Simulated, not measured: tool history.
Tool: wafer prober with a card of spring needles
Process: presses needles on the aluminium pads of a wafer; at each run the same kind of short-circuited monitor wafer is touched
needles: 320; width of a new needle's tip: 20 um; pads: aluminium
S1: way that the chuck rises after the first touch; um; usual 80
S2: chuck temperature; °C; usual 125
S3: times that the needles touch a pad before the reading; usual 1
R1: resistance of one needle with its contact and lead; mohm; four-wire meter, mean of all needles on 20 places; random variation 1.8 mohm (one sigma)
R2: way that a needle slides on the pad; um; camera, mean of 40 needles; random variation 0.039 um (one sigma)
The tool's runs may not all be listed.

run   hour  S1   S2  S3   R1     R2
  1    0.0  80  125   1  186  16.85
       5.2  -- tips cleaned on abrasive film
      19.9  -- tips cleaned on abrasive film
  2   31.1  80  125   1  184  16.88
      33.6  -- tips cleaned on abrasive film
      46.9  -- tips cleaned on abrasive film
      60.7  -- tips cleaned on abrasive film
  3   65.9  80   50   1  172  16.87
      74.9  -- tips cleaned on abrasive film
      88.1  -- tips cleaned on abrasive film
     101.8  -- tips cleaned on abrasive film
  4  106.9  80   50   1  169  16.82
     115.0  -- tips cleaned on abrasive film
     128.8  -- tips cleaned on abrasive film
     143.0  -- tips cleaned on abrasive film
     157.4  -- tips cleaned on abrasive film
  5  158.1  80  125   1  184  16.97
     170.0  -- tips cleaned on abrasive film
     184.5  -- tips cleaned on abrasive film
  6  193.6  80  125   1  183  16.98
     196.7  -- tips cleaned on abrasive film
     211.5  -- tips cleaned on abrasive film
     225.7  -- tips cleaned on abrasive film
  7  235.6  80  125   1  184  17.01
     238.7  -- tips cleaned on abrasive film
     253.3  -- tips cleaned on abrasive film
     265.2  -- tips cleaned on abrasive film
  8  266.1  80   49   1  167  17.03
     277.9  -- tips cleaned on abrasive film
     281.1  -- height of the first contact set anew
  9  289.6  80   49   1  171  17.09
     292.6  -- tips cleaned on abrasive film
     307.5  -- tips cleaned on abrasive film
     322.1  -- tips cleaned on abrasive film
 10  326.5  80   49   1  172  17.11
     335.3  -- tips cleaned on abrasive film
     349.9  -- tips cleaned on abrasive film
     364.4  -- tips cleaned on abrasive film
 11  376.1  80   91   1  176  17.12
     379.1  -- tips cleaned on abrasive film
     394.0  -- tips cleaned on abrasive film
     407.5  -- tips cleaned on abrasive film
 12  407.7  78  125   1  183  16.79
     421.9  -- tips cleaned on abrasive film
     436.3  -- tips cleaned on abrasive film
     450.0  -- tips cleaned on abrasive film
 13  452.5  78  125   1  183  16.76
     463.1  -- tips cleaned on abrasive film
     476.2  -- tips cleaned on abrasive film
     478.2  -- gauge calibrated
     489.3  -- tips cleaned on abrasive film
 14  498.7  78  125   1  184  16.39
     501.7  -- tips cleaned on abrasive film
     515.7  -- tips cleaned on abrasive film
     528.5  -- tips cleaned on abrasive film
 15  528.5  81   51   1  166  17.06
     543.3  -- tips cleaned on abrasive film
     556.8  -- tips cleaned on abrasive film
     570.0  -- tips cleaned on abrasive film
 16  579.4  81   51   1  174  17.08
     582.0  -- tips cleaned on abrasive film
     595.3  -- tips cleaned on abrasive film
     609.7  -- tips cleaned on abrasive film
 17  620.2  76  125   2  184  16.09
     623.3  -- tips cleaned on abrasive film
     635.2  -- tips cleaned on abrasive film
     649.3  -- tips cleaned on abrasive film
 18  651.4  76  125   2  184  16.11
     661.9  -- tips cleaned on abrasive film
     675.4  -- tips cleaned on abrasive film
 19  675.4  84  125   2  180  17.82
     687.3  -- tips cleaned on abrasive film
     700.9  -- tips cleaned on abrasive film
     714.8  -- tips cleaned on abrasive film
 20  724.4  78   40   2  166  16.60
     727.5  -- tips cleaned on abrasive film
     741.2  -- tips cleaned on abrasive film
 21  748.2  71   31   2  167  15.14
     753.7  -- tips cleaned on abrasive film
     768.4  -- tips cleaned on abrasive film
     782.3  -- tips cleaned on abrasive film
 22  782.4  75   41   3  168  15.99
     796.6  -- tips cleaned on abrasive film
 23  804.4  66   92   2  178  14.10
     810.5  -- tips cleaned on abrasive film
     823.6  -- tips cleaned on abrasive film
     836.5  -- tips cleaned on abrasive film
     848.9  -- tips cleaned on abrasive film
 24  855.5  66   49   1  169  14.15
     861.1  -- tips cleaned on abrasive film
     875.6  -- tips cleaned on abrasive film
     890.0  -- tips cleaned on abrasive film
 25  898.8  66   49   1  170  14.17
     904.8  -- tips cleaned on abrasive film
     919.5  -- tips cleaned on abrasive film
     934.2  -- tips cleaned on abrasive film
 26  943.4  66   49   1  169  14.19

3 ways to go on from here, each from the tool as it stands after run 26. What would each give?
     946.5  -- tips cleaned on abrasive film
     961.3  -- tips cleaned on abrasive film
     975.6  -- tips cleaned on abrasive film
  A  986.2  66  29   1   ?   ?
     946.5  -- tips cleaned on abrasive film
     961.3  -- tips cleaned on abrasive film
     975.6  -- tips cleaned on abrasive film
  B  986.2  83  49   3   ?   ?
     946.5  -- tips cleaned on abrasive film
     961.3  -- tips cleaned on abrasive film
     975.6  -- tips cleaned on abrasive film
  C  986.2  78  34   1   ?   ?

run   R1     R2
  A  170  14.30
  B  167  17.95
  C  167  16.83
Without the tool's hidden state the same runs would have given:
run   R1     R2
  A  169  13.92
  B  167  17.47
  C  166  16.38
